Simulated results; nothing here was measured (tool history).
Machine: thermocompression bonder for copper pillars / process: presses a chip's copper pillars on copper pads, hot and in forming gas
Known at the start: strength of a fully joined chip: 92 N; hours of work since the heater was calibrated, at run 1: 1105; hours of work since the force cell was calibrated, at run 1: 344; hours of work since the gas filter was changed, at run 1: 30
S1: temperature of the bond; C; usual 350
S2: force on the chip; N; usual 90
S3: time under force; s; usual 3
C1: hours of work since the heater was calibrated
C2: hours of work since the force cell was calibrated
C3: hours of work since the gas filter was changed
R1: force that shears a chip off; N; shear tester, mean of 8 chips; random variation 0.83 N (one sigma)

run,hour,S1,S2,S3,C1,C2,C3,R1
1,0.0,350,90,3,1105,344,30,65.0
2,48.2,350,90,3,1142,380,66,66.1
3,78.6,341,90,3,1165,403,89,62.9
4,119.7,350,77,3,1196,435,121,60.8
5,154.5,350,90,3,1223,461,147,65.1
6,203.8,350,100,3,1260,499,185,70.5
# hour 215.5: forming gas filter changed
7,227.3,356,100,3,1278,516,9,71.6
8,263.7,349,90,3,1305,544,37,65.2
9,299.1,349,90,3,1332,571,63,65.0
# hour 319.5: heater calibrated with a thermocouple chip
10,334.1,351,90,3,11,596,89,67.1
11,371.9,371,90,3,40,624,117,73.8
12,407.5,371,90,3,67,651,144,73.3
13,453.9,350,61,3,102,687,180,49.5
# hour 471.1: forming gas filter changed
14,485.2,350,61,3,126,710,11,49.7
15,526.5,350,90,3,157,741,42,65.8
16,566.7,350,90,3,187,772,73,64.0
17,599.4,352,90,3,212,797,97,67.0
18,642.6,352,90,3,245,830,130,66.1
19,686.3,329,90,3,278,863,164,57.7
# hour 724.0: forming gas filter changed
20,731.8,372,90,3,312,897,6,71.3
21,779.6,372,90,3,349,933,42,73.9
22,817.0,350,122,5,377,962,71,83.7
23,856.4,354,59,7,407,992,101,66.4
24,887.3,330,102,7,431,1015,124,75.6
25,914.7,330,62,7,451,1036,145,57.3
26,957.7,330,62,7,484,1069,178,57.2
# hour 979.3: forming gas filter changed
27,995.5,350,125,3,512,1097,12,78.1
28,1024.0,350,125,3,534,1119,34,77.0
29,1054.6,350,125,3,557,1142,57,77.9
30,1103.2,350,125,3,594,1179,94,78.9
31,1123.3,335,74,2,610,1194,109,46.8
32,1147.5,350,97,4,628,1212,128,72.8
33,1167.9,335,101,4,643,1228,143,68.3
34,1210.7,350,58,5,676,1260,176,57.6
# hour 1235.8: forming gas filter changed
35,1235.8,350,73,3,695,1279,0,56.7

Below are 4 alternative next runs, each starting from the tool's condition after run 35. Predict each:
A,1276.9,339,107,9,726,1310,31,?
B,1276.9,350,77,5,726,1310,31,?
C,1276.9,325,70,5,726,1310,31,?
D,1276.9,341,73,3,726,1310,31,?

run,R1
A,81.4
B,68.7
C,53.5
D,53.9
The same runs, with their run-to-run variation unchanged, on a tool lacking any hidden condition would have given:
run,R1
A,81.4
B,68.8
C,53.5
D,53.9

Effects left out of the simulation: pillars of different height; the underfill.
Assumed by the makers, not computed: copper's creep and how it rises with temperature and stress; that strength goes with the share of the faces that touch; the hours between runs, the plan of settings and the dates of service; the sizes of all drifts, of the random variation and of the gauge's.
